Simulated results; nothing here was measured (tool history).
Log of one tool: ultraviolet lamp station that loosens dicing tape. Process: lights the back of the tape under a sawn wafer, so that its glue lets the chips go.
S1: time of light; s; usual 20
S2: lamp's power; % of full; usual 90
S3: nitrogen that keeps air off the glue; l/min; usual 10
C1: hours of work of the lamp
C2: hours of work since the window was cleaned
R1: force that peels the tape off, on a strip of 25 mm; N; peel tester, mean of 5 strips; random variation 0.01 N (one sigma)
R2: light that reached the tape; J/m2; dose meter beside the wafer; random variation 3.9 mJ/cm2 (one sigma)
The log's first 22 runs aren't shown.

run 23 hour=726.4 | S1=20 S2=90 S3=10 | C1=451 C2=201 | R1=0.428 R2=6520
run 24 hour=747.2 | S1=26 S2=90 S3=10 | C1=463 C2=214 | R1=0.223 R2=8510
run 25 hour=788.4 | S1=26 S2=63 S3=6 | C1=488 C2=238 | R1=0.794 R2=5920
run 26 hour=813.9 | S1=26 S2=63 S3=6 | C1=503 C2=253 | R1=0.78 R2=5930
run 27 hour=856.6 | S1=26 S2=63 S3=6 | C1=528 C2=278 | R1=0.811 R2=5910
run 28 hour=879.6 | S1=26 S2=85 S3=4 | C1=541 C2=292 | R1=0.539 R2=7900
-- hour=905.2 gauge calibrated
run 29 hour=917.3 | S1=26 S2=85 S3=4 | C1=564 C2=314 | R1=0.511 R2=8210
run 30 hour=937.2 | S1=24 S2=68 S3=8 | C1=575 C2=326 | R1=0.651 R2=6080
run 31 hour=977.8 | S1=24 S2=68 S3=8 | C1=599 C2=350 | R1=0.661 R2=6030
-- hour=981.2 window cleaned of glue's vapour
run 32 hour=1004.6 | S1=17 S2=91 S3=10 | C1=615 C2=14 | R1=0.633 R2=5730
run 33 hour=1045.9 | S1=17 S2=91 S3=10 | C1=639 C2=38 | R1=0.641 R2=5770
run 34 hour=1070.3 | S1=20 S2=70 S3=5 | C1=653 C2=52 | R1=1.311 R2=5220
run 35 hour=1090.7 | S1=20 S2=70 S3=5 | C1=666 C2=65 | R1=1.32 R2=5140
run 36 hour=1116.9 | S1=19 S2=98 S3=8 | C1=681 C2=80 | R1=0.469 R2=6920
run 37 hour=1137 | S1=34 S2=93 S3=10 | C1=693 C2=92 | R1=0.128 R2=11610
run 38 hour=1161 | S1=20 S2=68 S3=10 | C1=707 C2=106 | R1=0.862 R2=5000
run 39 hour=1181.4 | S1=20 S2=68 S3=10 | C1=719 C2=118 | R1=0.901 R2=5030
run 40 hour=1211.9 | S1=35 S2=88 S3=8 | C1=737 C2=136 | R1=0.143 R2=11320
run 41 hour=1239.5 | S1=35 S2=88 S3=8 | C1=753 C2=152 | R1=0.155 R2=11300
run 42 hour=1258.8 | S1=12 S2=64 S3=3 | C1=765 C2=164 | R1=4.169 R2=2790

Forecast each of these 5 alternatives for the next run:
run A hour=1291.9 | S1=20 S2=88 S3=10 | C1=784 C2=183 | R1=? R2=?
run B hour=1291.9 | S1=20 S2=90 S3=11 | C1=784 C2=183 | R1=? R2=?
run C hour=1291.9 | S1=37 S2=90 S3=10 | C1=784 C2=183 | R1=? R2=?
run D hour=1291.9 | S1=37 S2=95 S3=4 | C1=784 C2=183 | R1=? R2=?
run E hour=1291.9 | S1=38 S2=90 S3=10 | C1=784 C2=183 | R1=? R2=?

run=A R1=0.471 R2=6430
run=B R1=0.39 R2=6570
run=C R1=0.12 R2=12220
run=D R1=0.172 R2=12830
run=E R1=0.114 R2=12430
Without the tool's hidden state the same runs would have given:
run=A R1=0.47 R2=6520
run=B R1=0.39 R2=6650
run=C R1=0.12 R2=12390
run=D R1=0.172 R2=13000
run=E R1=0.113 R2=12600
